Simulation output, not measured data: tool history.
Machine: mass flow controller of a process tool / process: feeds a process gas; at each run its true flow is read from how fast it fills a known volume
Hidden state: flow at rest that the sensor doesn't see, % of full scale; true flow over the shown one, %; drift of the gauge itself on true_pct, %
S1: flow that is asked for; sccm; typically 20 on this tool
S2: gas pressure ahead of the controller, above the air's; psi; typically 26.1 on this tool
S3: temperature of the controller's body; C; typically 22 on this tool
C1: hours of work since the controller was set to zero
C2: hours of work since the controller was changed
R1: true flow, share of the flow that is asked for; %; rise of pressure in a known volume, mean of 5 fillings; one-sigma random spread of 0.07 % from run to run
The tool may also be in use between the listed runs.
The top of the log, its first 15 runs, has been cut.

Run 16, day 42.725: usual settings but S2 35.8 psi; C1 2426; C2 2426. Result: R1 96.52 %.
Run 17, day 45.083: usual settings but S2 35.8 psi; C1 2465; C2 2465. Result: R1 96.57 %.
Run 18, day 48.321: usual settings; C1 2518; C2 2518. Result: R1 96.77 %.
Run 19, day 50.012: usual settings; C1 2545; C2 2545. Result: R1 97 %.
Run 20, day 53.021: usual settings but S1 30 sccm, S2 36 psi, S3 29 C; C1 2594; C2 2594. Result: R1 97.23 %.
Run 21, day 55.562: usual settings but S1 30 sccm, S2 36 psi, S3 29 C; C1 2635; C2 2635. Result: R1 97.29 %.
Run 22, day 57.983: usual settings but S1 30 sccm, S2 36 psi, S3 29 C; C1 2675; C2 2675. Result: R1 97.21 %.
Run 23, day 60.171: usual settings but S1 30 sccm, S2 36 psi, S3 29 C; C1 2711; C2 2711. Result: R1 97.21 %.
Run 24, day 62: usual settings but S1 35 sccm, S2 21.6 psi, S3 25 C; C1 2740; C2 2740. Result: R1 98.33 %.
Run 25, day 64.046: usual settings but S2 40.3 psi, S3 24 C; C1 2774; C2 2774. Result: R1 96.06 %.
Run 26, day 67.633: usual settings but S2 40.3 psi, S3 24 C; C1 2832; C2 2832. Result: R1 95.98 %.
Run 27, day 69.433: usual settings but S1 7 sccm, S2 36.3 psi, S3 29 C; C1 2861; C2 2861. Result: R1 93 %.
Run 28, day 72.504: usual settings but S1 7 sccm, S2 31.3 psi, S3 28 C; C1 2911; C2 2911. Result: R1 93.2 %.
Run 29, day 74.921: usual settings but S1 19 sccm, S2 32.9 psi, S3 37 C; C1 2951; C2 2951. Result: R1 95.97 %.

Run 30 comes next. What will it give?
Run 30, day 78.933: usual settings but S1 19 sccm, S2 32.9 psi, S3 37 C; C1 3016; C2 3016. Result: R1 ?.

Run 30 yielded R1 95.71 %.
The same run, on a tool lacking any hidden state, would have yielded R1 97.36 %.
